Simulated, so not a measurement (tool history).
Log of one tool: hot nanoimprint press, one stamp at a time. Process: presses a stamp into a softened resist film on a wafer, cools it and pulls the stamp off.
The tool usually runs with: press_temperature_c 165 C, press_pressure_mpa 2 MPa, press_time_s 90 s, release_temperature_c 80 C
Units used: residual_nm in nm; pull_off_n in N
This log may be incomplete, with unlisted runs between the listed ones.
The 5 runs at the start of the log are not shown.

run   hour  press_temperature_c  press_pressure_mpa  press_time_s  release_temperature_c  residual_nm  pull_off_n
  6  176.7                  165                   2            90                     80        158.3         214
  7  204.6                  165                   2            90                     80        158.4         213
  8    238                  160                   2            90                     80          205         209
  9    265                  165                   2            61                     80          180         204
 10  295.6                  165                   3            90                     80        132.2         206
 11  328.4                  165                   3            90                     80        131.4         207
 12  366.8                  165                   3            90                     80        132.3         210
 13  407.8                  165                   3            90                     80        133.9         208
 14  427.1                  165                   3            90                     80          134         214
 15  452.4                  165                   3            90                     80        132.7         209
       475  -- gauge calibrated
 16  493.2                  176                1.91            91                     80         88.6         207
 17  530.1                  165                1.25            90                     80        190.4         209
 18  549.9                  165                2.37            48                     79        178.9         215
 19  580.5                  165                2.37            48                     79        179.7         216
 20  619.6                  157                2.24           124                     81        205.1         207
 21  648.2                  158                2.73            96                     68        196.4         237
 22  677.3                  160                1.55           146                     76        194.5         213
 23  701.2                  160                1.55           146                     76          195         218
 24  732.9                  176                1.31           146                     82         91.8         204
 25  764.7                  165                   2            81                     80        164.3         213
       778  -- press's hydraulic seals changed and the load cell set to zero
     800.2  -- stamp cleaned and given a new release coat
 26  811.9                  173                2.66            53                     68        110.4         240
 27  836.1                  165                   2           145                     86        135.4         200
 28  858.8                  165                   2           145                     86        135.2         198
 29  896.1                  165                1.46            55                     81        208.2         211
 30  926.9                  157                2.57            55                     87        239.4         192

Predict each of these 4 candidate next runs independently; none follows another, all start after run 30:
  A  960.8                  157                2.57            55                     81            ?           ?
  B  960.8                  157                2.57           143                     75            ?           ?
  C  960.8                  165                1.65            90                     80            ?           ?
  D  960.8                  153                2.57           105                     85            ?           ?

run  residual_nm  pull_off_n
  A        240.6         207
  B        192.1         223
  C        173.9         209
  D        244.7         197
Without the tool's unlogged condition, the same runs would have read:
run  residual_nm  pull_off_n
  A        235.1         207
  B        187.7         222
  C          170         209
  D        239.1         197

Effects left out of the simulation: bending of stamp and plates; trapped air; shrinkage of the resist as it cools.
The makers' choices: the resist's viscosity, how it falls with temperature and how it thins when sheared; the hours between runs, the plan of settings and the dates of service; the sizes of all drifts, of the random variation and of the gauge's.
